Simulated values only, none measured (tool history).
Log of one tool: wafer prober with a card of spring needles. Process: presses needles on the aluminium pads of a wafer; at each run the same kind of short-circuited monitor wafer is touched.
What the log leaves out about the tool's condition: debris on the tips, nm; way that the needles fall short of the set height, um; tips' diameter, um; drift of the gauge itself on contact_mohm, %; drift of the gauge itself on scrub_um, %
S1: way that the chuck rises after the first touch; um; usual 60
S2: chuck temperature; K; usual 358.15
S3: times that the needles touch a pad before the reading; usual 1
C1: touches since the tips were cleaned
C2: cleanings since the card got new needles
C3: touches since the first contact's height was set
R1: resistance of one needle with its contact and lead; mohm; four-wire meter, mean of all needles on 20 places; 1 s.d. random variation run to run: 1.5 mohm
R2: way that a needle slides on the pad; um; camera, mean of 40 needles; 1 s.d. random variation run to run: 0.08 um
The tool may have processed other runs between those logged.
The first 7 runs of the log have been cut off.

At hour 142.4: tips cleaned on abrasive film.
At hour 151.9: tips cleaned on abrasive film.
Run 8, hour 160.6: usual settings; C1 2935; C2 86; C3 13728. Result: R1 139 mohm, R2 12.68 um.
At hour 163: tips cleaned on abrasive film.
At hour 172.4: tips cleaned on abrasive film.
At hour 182: tips cleaned on abrasive film.
Run 9, hour 187.9: usual settings but S1 62 um; C1 1973; C2 89; C3 22773. Result: R1 139 mohm, R2 12.99 um.
At hour 191.3: tips cleaned on abrasive film.
At hour 201.9: tips cleaned on abrasive film.
At hour 211.8: tips cleaned on abrasive film.
Run 10, hour 212.9: usual settings but S1 62 um; C1 357; C2 92; C3 31027. Result: R1 137 mohm, R2 13.1 um.
At hour 221.6: tips cleaned on abrasive film.
At hour 233: tips cleaned on abrasive film.
Run 11, hour 239.6: usual settings but S1 62 um; C1 2226; C2 94; C3 39918. Result: R1 135 mohm, R2 12.95 um.
At hour 244.3: tips cleaned on abrasive film.
Run 12, hour 253.3: usual settings; C1 3040; C2 95; C3 44478. Result: R1 137 mohm, R2 12.53 um.
At hour 254.8: tips cleaned on abrasive film.
At hour 264.3: tips cleaned on abrasive film.
At hour 274.7: tips cleaned on abrasive film.
Run 13, hour 282.1: usual settings; C1 2478; C2 98; C3 54020. Result: R1 139 mohm, R2 12.46 um.
At hour 284.5: tips cleaned on abrasive film.
At hour 295.4: tips cleaned on abrasive film.
At hour 305.7: tips cleaned on abrasive film.
Run 14, hour 306.6: usual settings; C1 289; C2 101; C3 62105. Result: R1 138 mohm, R2 12.58 um.
At hour 315.7: tips cleaned on abrasive film.
At hour 325.8: tips cleaned on abrasive film.
Run 15, hour 332.1: usual settings; C1 2088; C2 103; C3 70577. Result: R1 136 mohm, R2 12.49 um.
At hour 336: tips cleaned on abrasive film.
At hour 347.1: tips cleaned on abrasive film.
At hour 356.8: tips cleaned on abrasive film.
Run 16, hour 359.2: usual settings; C1 771; C2 106; C3 79551. Result: R1 135 mohm, R2 12.47 um.
At hour 367.7: tips cleaned on abrasive film.
At hour 377.5: tips cleaned on abrasive film.
At hour 386.8: tips cleaned on abrasive film.
Run 17, hour 389.6: usual settings; C1 955; C2 109; C3 89663. Result: R1 138 mohm, R2 12.49 um.
At hour 397.7: tips cleaned on abrasive film.
Run 18, hour 404.7: usual settings but S1 50 um, S2 323.15 K; C1 2361; C2 110; C3 94688. Result: R1 135 mohm, R2 10.57 um.
At hour 407.8: tips cleaned on abrasive film.
At hour 417.9: tips cleaned on abrasive film.
At hour 429: tips cleaned on abrasive film.
Run 19, hour 432.7: usual settings but S1 67 um, S2 327.15 K, S3 2; C1 1239; C2 113; C3 103955. Result: R1 131 mohm, R2 14.07 um.
At hour 440.2: tips cleaned on abrasive film.
Run 20, hour 445.6: usual settings but S1 67 um, S2 327.15 K, S3 2; C1 1812; C2 114; C3 108233. Result: R1 132 mohm, R2 13.95 um.
At hour 450.2: tips cleaned on abrasive film.
At hour 460.5: tips cleaned on abrasive film.
Run 21, hour 463.7: usual settings but S1 72 um, S2 304.15 K; C1 1080; C2 116; C3 114234. Result: R1 124 mohm, R2 15.1 um.
At hour 470.4: tips cleaned on abrasive film.
At hour 479.8: tips cleaned on abrasive film.
At hour 491.2: tips cleaned on abrasive film.
Run 22, hour 495.4: usual settings but S1 42 um; C1 1417; C2 119; C3 124748. Result: R1 146 mohm, R2 8.9 um.
At hour 502.2: tips cleaned on abrasive film.
At hour 512: tips cleaned on abrasive film.
Run 23, hour 517: usual settings but S1 68 um, S2 309.15 K; C1 1691; C2 121; C3 131932. Result: R1 127 mohm, R2 14.23 um.
At hour 523.3: tips cleaned on abrasive film.
At hour 533.9: tips cleaned on abrasive film.
Run 24, hour 535.8: usual settings but S1 57 um, S2 346.15 K; C1 623; C2 123; C3 138134. Result: R1 135 mohm, R2 12.04 um.
At hour 544.2: tips cleaned on abrasive film.
At hour 554.2: tips cleaned on abrasive film.
At hour 558.8: height of the first contact set anew.
Run 25, hour 562.4: usual settings but S1 57 um, S2 346.15 K; C1 2650; C2 125; C3 1222. Result: R1 139 mohm, R2 11.99 um.
At hour 564.8: tips cleaned on abrasive film.
At hour 574.8: tips cleaned on abrasive film.
Run 26, hour 578.5: usual settings but S1 57 um, S2 345.15 K, S3 2; C1 1237; C2 127; C3 6523. Result: R1 134 mohm, R2 11.93 um.
At hour 584.4: tips cleaned on abrasive film.
At hour 594.4: tips cleaned on abrasive film.
Run 27, hour 603.2: usual settings but S1 66 um, S2 327.15 K, S3 2; C1 2920; C2 129; C3 14730. Result: R1 130 mohm, R2 13.72 um.
At hour 604.9: tips cleaned on abrasive film.
At hour 614.4: tips cleaned on abrasive film.
At hour 623.7: tips cleaned on abrasive film.
Run 28, hour 623.7: usual settings but S1 59 um, S3 3; C1 0; C2 132; C3 21523. Result: R1 134 mohm, R2 12.48 um.
At hour 635.1: tips cleaned on abrasive film.
At hour 645.2: tips cleaned on abrasive film.
Run 29, hour 650.8: usual settings but S1 79 um, S2 300.15 K, S3 2; C1 1865; C2 134; C3 30524. Result: R1 121 mohm, R2 16.51 um.
At hour 656: tips cleaned on abrasive film.
At hour 666.8: tips cleaned on abrasive film.
Run 30, hour 668: usual settings but S1 49 um, S2 306.15 K, S3 3; C1 401; C2 136; C3 36213. Result: R1 131 mohm, R2 10.35 um.
At hour 676.1: tips cleaned on abrasive film.
Run 31, hour 682.4: usual settings but S1 76 um, S2 326.15 K; C1 2108; C2 137; C3 40989. Result: R1 128 mohm, R2 15.87 um.

Consider 3 possible next runs. They are alternatives, not a sequence: every one starts from the tool as it was left by run 31. What does each give?
At hour 686.3: tips cleaned on abrasive film.
At hour 695.5: tips cleaned on abrasive film.
Run A, hour 701.1: usual settings but S1 47 um, S2 326.15 K; C1 1858; C2 139; C3 47195. Result: R1 ?, R2 ?.
At hour 686.3: tips cleaned on abrasive film.
At hour 695.5: tips cleaned on abrasive film.
Run B, hour 701.1: usual settings but S1 76 um, S2 302.15 K; C1 1858; C2 139; C3 47195. Result: R1 ?, R2 ?.
At hour 686.3: tips cleaned on abrasive film.
At hour 695.5: tips cleaned on abrasive film.
Run C, hour 701.1: usual settings but S1 52 um; C1 1858; C2 139; C3 47195. Result: R1 ?, R2 ?.

run   R1     R2
  A  135   9.79
  B  125  15.96
  C  140  10.89
Take away the tool's hidden state, keep each run's random variation, and the runs would have read:
run   R1     R2
  A  135   9.79
  B  125  15.96
  C  140  10.89

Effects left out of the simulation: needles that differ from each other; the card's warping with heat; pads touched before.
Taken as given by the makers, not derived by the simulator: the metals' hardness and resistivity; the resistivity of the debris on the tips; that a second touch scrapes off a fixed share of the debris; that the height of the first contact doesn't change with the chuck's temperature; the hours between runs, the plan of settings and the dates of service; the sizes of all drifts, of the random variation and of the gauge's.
